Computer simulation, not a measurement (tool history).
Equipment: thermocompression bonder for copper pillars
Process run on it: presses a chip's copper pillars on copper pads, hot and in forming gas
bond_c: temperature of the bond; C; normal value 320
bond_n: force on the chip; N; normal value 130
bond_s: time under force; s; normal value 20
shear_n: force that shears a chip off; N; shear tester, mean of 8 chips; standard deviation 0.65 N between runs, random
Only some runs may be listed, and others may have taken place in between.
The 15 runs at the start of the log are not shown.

run 16 hour=389.5 | bond_c=320 bond_n=130 bond_s=20 | shear_n=63.6
run 17 hour=404.8 | bond_c=320 bond_n=130 bond_s=20 | shear_n=64.6
run 18 hour=424.7 | bond_c=320 bond_n=130 bond_s=20 | shear_n=64.6
-- hour=438.1 forming gas filter changed
run 19 hour=447.8 | bond_c=320 bond_n=130 bond_s=20 | shear_n=67
run 20 hour=465.7 | bond_c=320 bond_n=130 bond_s=20 | shear_n=67.7
run 21 hour=499.4 | bond_c=320 bond_n=130 bond_s=20 | shear_n=67.7
run 22 hour=528.2 | bond_c=320 bond_n=130 bond_s=20 | shear_n=67.2
run 23 hour=548.3 | bond_c=315 bond_n=138 bond_s=21 | shear_n=66.7
run 24 hour=576.1 | bond_c=346 bond_n=142 bond_s=21 | shear_n=79.8
run 25 hour=610.3 | bond_c=334 bond_n=141 bond_s=22 | shear_n=76.7
run 26 hour=634.3 | bond_c=321 bond_n=102 bond_s=26 | shear_n=64.1
run 27 hour=651.3 | bond_c=301 bond_n=184 bond_s=20 | shear_n=64.6
run 28 hour=677.5 | bond_c=330 bond_n=114 bond_s=20 | shear_n=68.1
run 29 hour=702.6 | bond_c=322 bond_n=109 bond_s=52 | shear_n=75.3
run 30 hour=732.7 | bond_c=320 bond_n=153 bond_s=22 | shear_n=70.2
run 31 hour=751.7 | bond_c=302 bond_n=83 bond_s=10 | shear_n=33.5
run 32 hour=785.7 | bond_c=298 bond_n=98 bond_s=13 | shear_n=37.7
run 33 hour=821.3 | bond_c=324 bond_n=98 bond_s=13 | shear_n=50.7
run 34 hour=850.2 | bond_c=314 bond_n=145 bond_s=19 | shear_n=61.2
run 35 hour=869 | bond_c=339 bond_n=108 bond_s=37 | shear_n=77
-- hour=876.2 forming gas filter changed
run 36 hour=893.2 | bond_c=320 bond_n=130 bond_s=22 | shear_n=68.4
run 37 hour=912.9 | bond_c=330 bond_n=93 bond_s=11 | shear_n=52.2

Forecast run 38:
run 38 hour=941.9 | bond_c=330 bond_n=93 bond_s=11 | shear_n=?

{"run 38": {"shear_n": 52.1}}
With no hidden state in the tool, this same run would have given shear_n 56 N.
